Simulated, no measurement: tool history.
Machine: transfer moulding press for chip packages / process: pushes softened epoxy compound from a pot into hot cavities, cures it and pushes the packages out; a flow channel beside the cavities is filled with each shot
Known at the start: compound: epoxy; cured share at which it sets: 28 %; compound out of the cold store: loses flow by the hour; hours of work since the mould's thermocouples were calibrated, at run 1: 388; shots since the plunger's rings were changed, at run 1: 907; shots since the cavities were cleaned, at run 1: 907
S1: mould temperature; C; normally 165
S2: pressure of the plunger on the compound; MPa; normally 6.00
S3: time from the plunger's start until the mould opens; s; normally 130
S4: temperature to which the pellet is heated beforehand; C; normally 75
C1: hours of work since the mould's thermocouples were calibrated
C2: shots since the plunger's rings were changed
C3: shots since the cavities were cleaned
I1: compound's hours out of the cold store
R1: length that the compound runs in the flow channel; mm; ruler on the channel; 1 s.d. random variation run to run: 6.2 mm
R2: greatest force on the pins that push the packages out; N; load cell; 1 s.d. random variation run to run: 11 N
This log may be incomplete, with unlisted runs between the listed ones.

Run 1, hour 0.0: usual settings; C1 388; C2 907; C3 907; I1 18.3. Result: R1 702 mm, R2 876 N.
At hour 20.7: cavities cleaned with cleaning compound and waxed.
Run 2, hour 38.5: usual settings but S3 140 s; C1 405; C2 1147; C3 115; I1 35.9. Result: R1 685 mm, R2 564 N.
Run 3, hour 70.8: usual settings but S3 127 s; C1 419; C2 1356; C3 324; I1 27.2. Result: R1 682 mm, R2 733 N.
Run 4, hour 112.6: usual settings but S3 132 s; C1 438; C2 1628; C3 596; I1 23.7. Result: R1 689 mm, R2 793 N.
Run 5, hour 156.0: usual settings but S3 132 s; C1 458; C2 1909; C3 877; I1 35.4. Result: R1 668 mm, R2 838 N.
At hour 181.1: cavities cleaned with cleaning compound and waxed.
Run 6, hour 186.8: usual settings but S2 4.84 MPa; C1 471; C2 2099; C3 37; I1 21.9. Result: R1 620 mm, R2 550 N.
Run 7, hour 215.0: usual settings but S2 4.84 MPa; C1 484; C2 2283; C3 221; I1 25.2. Result: R1 602 mm, R2 668 N.
Run 8, hour 256.3: usual settings but S2 4.84 MPa; C1 502; C2 2550; C3 488; I1 38.4. Result: R1 573 mm, R2 745 N.
Run 9, hour 292.0: usual settings; C1 518; C2 2782; C3 720; I1 12.0. Result: R1 705 mm, R2 833 N.
Run 10, hour 332.3: usual settings; C1 536; C2 3044; C3 982; I1 19.1. Result: R1 689 mm, R2 871 N.
At hour 341.4: cavities cleaned with cleaning compound and waxed.
Run 11, hour 353.8: usual settings but S1 160 C, S2 6.96 MPa, S3 155 s, S4 84 C; C1 545; C2 3174; C3 81; I1 13.0. Result: R1 750 mm, R2 636 N.
Run 12, hour 393.9: usual settings but S3 157 s, S4 83 C; C1 564; C2 3434; C3 341; I1 29.8. Result: R1 658 mm, R2 620 N.
Run 13, hour 431.1: usual settings but S1 163 C, S3 157 s, S4 83 C; C1 580; C2 3675; C3 582; I1 34.0. Result: R1 650 mm, R2 711 N.
Run 14, hour 473.5: usual settings but S1 163 C, S3 157 s, S4 83 C; C1 599; C2 3950; C3 857; I1 9.2. Result: R1 688 mm, R2 786 N.
At hour 499.8: mould's thermocouples calibrated.
At hour 504.2: cavities cleaned with cleaning compound and waxed.
Run 15, hour 507.9: usual settings but S1 163 C, S3 113 s, S4 83 C; C1 3; C2 4151; C3 24; I1 41.8. Result: R1 635 mm, R2 817 N.
Run 16, hour 549.1: usual settings but S4 84 C; C1 22; C2 4418; C3 291; I1 40.8. Result: R1 619 mm, R2 690 N.
Run 17, hour 578.2: usual settings but S1 161 C, S4 70 C; C1 35; C2 4607; C3 480; I1 27.8. Result: R1 647 mm, R2 1013 N.

Below are 3 alternative next runs, each starting from the tool's condition after run 17. Predict each:
Run A, hour 616.6: usual settings but S3 154 s; C1 52; C2 4857; C3 730; I1 43.7. Result: R1 ?, R2 ?.
Run B, hour 616.6: usual settings but S1 164 C, S2 7.00 MPa; C1 52; C2 4857; C3 730; I1 37.2. Result: R1 ?, R2 ?.
Run C, hour 616.6: usual settings but S1 166 C, S4 70 C; C1 52; C2 4857; C3 730; I1 29.7. Result: R1 ?, R2 ?.

run   R1   R2
  A  613  736
  B  669  897
  C  623  799
Had the tool no hidden state, the same runs would have come out as:
run   R1   R2
  A  668  468
  B  729  579
  C  679  514
